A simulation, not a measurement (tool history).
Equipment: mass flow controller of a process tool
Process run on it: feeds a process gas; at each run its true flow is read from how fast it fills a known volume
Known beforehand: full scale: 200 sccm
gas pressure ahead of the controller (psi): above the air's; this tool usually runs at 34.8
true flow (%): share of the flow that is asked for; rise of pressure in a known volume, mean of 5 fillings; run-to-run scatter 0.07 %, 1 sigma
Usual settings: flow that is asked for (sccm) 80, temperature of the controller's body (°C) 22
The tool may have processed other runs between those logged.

run      day  flow that is asked for (sccm)  gas pressure ahead of the controller (psi)  temperature of the controller's body (°C)  true flow (%)
  1    0.000                             80                                        34.8                                         22          99.26
  2   11.325                             80                                        34.8                                         22          99.28
  3   21.758                             80                                        34.8                                         22          99.24
  4   37.129                            148                                        34.8                                         22          99.62
  5   47.133                             61                                        34.8                                         22          99.16
  6   56.817                             80                                        22.2                                         22          99.57
  7   73.821                             80                                        22.2                                         22          99.66
  8   92.221                             80                                        22.2                                         22          99.49
  9  100.767                             80                                        34.8                                         22          99.42
 10  118.883                             80                                        34.8                                         22          99.11
 11  132.646                             80                                        34.8                                         22          99.21
 12  149.467                             80                                        34.8                                         22          99.21
 13  167.250                             80                                        34.8                                         39          98.27
 14  175.358                             80                                        34.8                                         22          99.21
 15  188.988                             80                                        34.8                                         22          99.25
 16  200.588                             80                                        40.6                                         22          98.98
 17  210.667                             80                                        40.6                                         22          99.04
 18  224.642                             80                                        25.7                                         22          99.50
 19  237.750                             80                                        25.7                                         22          99.52
 20  255.246                            121                                        31.8                                         22          99.67
 21  265.850                             45                                        34.8                                         26          98.81
 22  283.504                             53                                        34.8                                         26          98.68
 23  300.200                             83                                        22.0                                         37          98.66
 24  319.367                             83                                        22.0                                         37          98.75
 25  327.954                             80                                        34.8                                         24          99.05
 26  347.408                             76                                        21.6                                         33          98.95
 27  357.208                             76                                        21.6                                         33          98.92
 28  367.925                             80                                        38.6                                         23          98.94
 29  379.662                             80                                        38.6                                         23          99.06
 30  396.662                             30                                        34.8                                         22          99.01
 31  408.438                             74                                        31.2                                         34          98.58
 32  416.612                             74                                        31.9                                         30          98.76
 33  429.775                            137                                        37.4                                         22          99.58
 34  444.783                            137                                        37.4                                         22          99.48
 35  458.888                             42                                        32.8                                         25          98.80
 36  467.888                             42                                        32.8                                         25          98.81
     472.446  -- controller exchanged for a calibrated one
 37  476.900                             42                                        32.8                                         25          98.91
 38  486.346                             42                                        32.8                                         25          98.77

5 ways to go on from here, each from the tool as it stands after run 38. What would each give?
  A  496.729                             45                                        34.8                                         22              ?
  B  496.729                             42                                        27.8                                         25              ?
  C  496.729                             41                                        39.0                                         26              ?
  D  496.729                             80                                        24.9                                         37              ?
  E  496.729                             30                                        34.8                                         22              ?

run  true flow (%)
  A          98.85
  B          99.04
  C          98.70
  D          98.61
  E          98.97
The same runs, with their run-to-run variation unchanged, on a tool lacking any hidden condition would have given:
run  true flow (%)
  A          98.85
  B          99.03
  C          98.70
  D          98.61
  E          98.97
